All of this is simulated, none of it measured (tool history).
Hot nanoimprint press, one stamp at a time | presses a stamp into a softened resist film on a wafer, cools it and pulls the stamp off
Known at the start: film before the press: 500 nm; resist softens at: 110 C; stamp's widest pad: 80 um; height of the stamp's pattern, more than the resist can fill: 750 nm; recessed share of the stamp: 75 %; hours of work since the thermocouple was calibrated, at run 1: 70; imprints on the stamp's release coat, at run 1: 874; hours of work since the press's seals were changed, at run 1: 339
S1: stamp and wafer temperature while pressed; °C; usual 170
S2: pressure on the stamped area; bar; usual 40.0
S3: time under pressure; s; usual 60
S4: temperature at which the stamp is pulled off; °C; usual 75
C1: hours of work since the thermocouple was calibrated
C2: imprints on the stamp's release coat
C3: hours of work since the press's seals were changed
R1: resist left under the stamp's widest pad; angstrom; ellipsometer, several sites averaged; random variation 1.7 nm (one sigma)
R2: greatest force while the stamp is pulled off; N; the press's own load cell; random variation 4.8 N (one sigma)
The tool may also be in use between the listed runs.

{"run": 1, "day": 0.0, "S1": 170, "S2": 40.0, "S3": 60, "S4": 75, "C1": 70, "C2": 874, "C3": 339, "R1": 2734, "R2": 262}
{"run": 2, "day": 0.383, "S1": 170, "S2": 40.0, "S3": 60, "S4": 75, "C1": 77, "C2": 915, "C3": 346, "R1": 2768, "R2": 267}
{"run": 3, "day": 1.05, "S1": 170, "S2": 40.0, "S3": 60, "S4": 75, "C1": 89, "C2": 987, "C3": 358, "R1": 2793, "R2": 269}
{"day": 1.379, "done": "stamp cleaned and given a new release coat"}
{"run": 4, "day": 1.971, "S1": 170, "S2": 28.8, "S3": 60, "S4": 75, "C1": 101, "C2": 64, "C3": 370, "R1": 3089, "R2": 231}
{"run": 5, "day": 2.65, "S1": 170, "S2": 28.8, "S3": 67, "S4": 75, "C1": 114, "C2": 138, "C3": 383, "R1": 2975, "R2": 247}
{"run": 6, "day": 3.15, "S1": 170, "S2": 40.0, "S3": 60, "S4": 75, "C1": 123, "C2": 191, "C3": 392, "R1": 2776, "R2": 232}
{"run": 7, "day": 3.562, "S1": 170, "S2": 40.0, "S3": 60, "S4": 75, "C1": 130, "C2": 236, "C3": 399, "R1": 2791, "R2": 242}
{"run": 8, "day": 4.229, "S1": 170, "S2": 40.0, "S3": 60, "S4": 75, "C1": 142, "C2": 308, "C3": 411, "R1": 2764, "R2": 249}
{"run": 9, "day": 4.9, "S1": 170, "S2": 40.0, "S3": 60, "S4": 74, "C1": 154, "C2": 381, "C3": 423, "R1": 2780, "R2": 258}
{"run": 10, "day": 5.504, "S1": 170, "S2": 40.0, "S3": 60, "S4": 74, "C1": 165, "C2": 447, "C3": 434, "R1": 2756, "R2": 253}
{"run": 11, "day": 5.812, "S1": 170, "S2": 40.0, "S3": 60, "S4": 74, "C1": 171, "C2": 480, "C3": 440, "R1": 2794, "R2": 256}
{"run": 12, "day": 6.371, "S1": 170, "S2": 40.0, "S3": 60, "S4": 74, "C1": 181, "C2": 540, "C3": 450, "R1": 2809, "R2": 253}
{"run": 13, "day": 6.792, "S1": 170, "S2": 40.0, "S3": 60, "S4": 74, "C1": 188, "C2": 586, "C3": 458, "R1": 2788, "R2": 264}
{"run": 14, "day": 7.3, "S1": 170, "S2": 34.5, "S3": 60, "S4": 75, "C1": 198, "C2": 641, "C3": 467, "R1": 2949, "R2": 263}
{"run": 15, "day": 8.004, "S1": 170, "S2": 40.0, "S3": 60, "S4": 63, "C1": 210, "C2": 717, "C3": 480, "R1": 2790, "R2": 349}
{"run": 16, "day": 8.483, "S1": 170, "S2": 40.0, "S3": 60, "S4": 63, "C1": 219, "C2": 769, "C3": 488, "R1": 2784, "R2": 353}
{"run": 17, "day": 9.079, "S1": 170, "S2": 40.0, "S3": 60, "S4": 63, "C1": 230, "C2": 834, "C3": 499, "R1": 2744, "R2": 352}
{"run": 18, "day": 9.5, "S1": 164, "S2": 40.0, "S3": 60, "S4": 75, "C1": 237, "C2": 879, "C3": 507, "R1": 3636, "R2": 265}
{"run": 19, "day": 10.083, "S1": 164, "S2": 40.0, "S3": 60, "S4": 75, "C1": 248, "C2": 942, "C3": 517, "R1": 3587, "R2": 265}
{"run": 20, "day": 10.425, "S1": 170, "S2": 25.0, "S3": 40, "S4": 65, "C1": 254, "C2": 979, "C3": 523, "R1": 3613, "R2": 348}
{"day": 10.858, "done": "stamp cleaned and given a new release coat"}
{"run": 21, "day": 11.088, "S1": 170, "S2": 25.0, "S3": 40, "S4": 65, "C1": 262, "C2": 25, "C3": 531, "R1": 3575, "R2": 303}
{"run": 22, "day": 11.792, "S1": 170, "S2": 25.0, "S3": 40, "S4": 65, "C1": 274, "C2": 101, "C3": 544, "R1": 3631, "R2": 308}
{"run": 23, "day": 12.288, "S1": 174, "S2": 25.0, "S3": 40, "S4": 65, "C1": 283, "C2": 155, "C3": 553, "R1": 3143, "R2": 314}
{"run": 24, "day": 12.908, "S1": 174, "S2": 25.0, "S3": 40, "S4": 65, "C1": 295, "C2": 222, "C3": 564, "R1": 3190, "R2": 303}
{"run": 25, "day": 13.358, "S1": 174, "S2": 31.1, "S3": 88, "S4": 80, "C1": 303, "C2": 271, "C3": 572, "R1": 2212, "R2": 208}
{"run": 26, "day": 13.908, "S1": 174, "S2": 31.1, "S3": 88, "S4": 80, "C1": 313, "C2": 330, "C3": 582, "R1": 2223, "R2": 217}
{"day": 14.25, "done": "plate thermocouple calibrated"}
{"run": 27, "day": 14.533, "S1": 170, "S2": 40.0, "S3": 60, "S4": 65, "C1": 5, "C2": 384, "C3": 591, "R1": 2726, "R2": 321}
{"run": 28, "day": 14.858, "S1": 170, "S2": 40.0, "S3": 60, "S4": 65, "C1": 11, "C2": 420, "C3": 597, "R1": 2765, "R2": 325}
{"run": 29, "day": 15.167, "S1": 170, "S2": 40.0, "S3": 60, "S4": 65, "C1": 17, "C2": 453, "C3": 602, "R1": 2743, "R2": 323}

Forecast each of these 3 alternatives for the next run:
{"run": "A", "day": 15.608, "S1": 160, "S2": 40.0, "S3": 60, "S4": 65, "C1": 25, "C2": 501, "C3": 610, "R1": "?", "R2": "?"}
{"run": "B", "day": 15.608, "S1": 170, "S2": 40.0, "S3": 56, "S4": 75, "C1": 25, "C2": 501, "C3": 610, "R1": "?", "R2": "?"}
{"run": "C", "day": 15.608, "S1": 170, "S2": 30.2, "S3": 59, "S4": 75, "C1": 25, "C2": 501, "C3": 610, "R1": "?", "R2": "?"}

run=A R1=4057 R2=315
run=B R1=2802 R2=263
run=C R1=3031 R2=261
Without the tool's hidden state the same runs would have given:
run=A R1=4009 R2=291
run=B R1=2745 R2=243
run=C R1=2980 R2=241
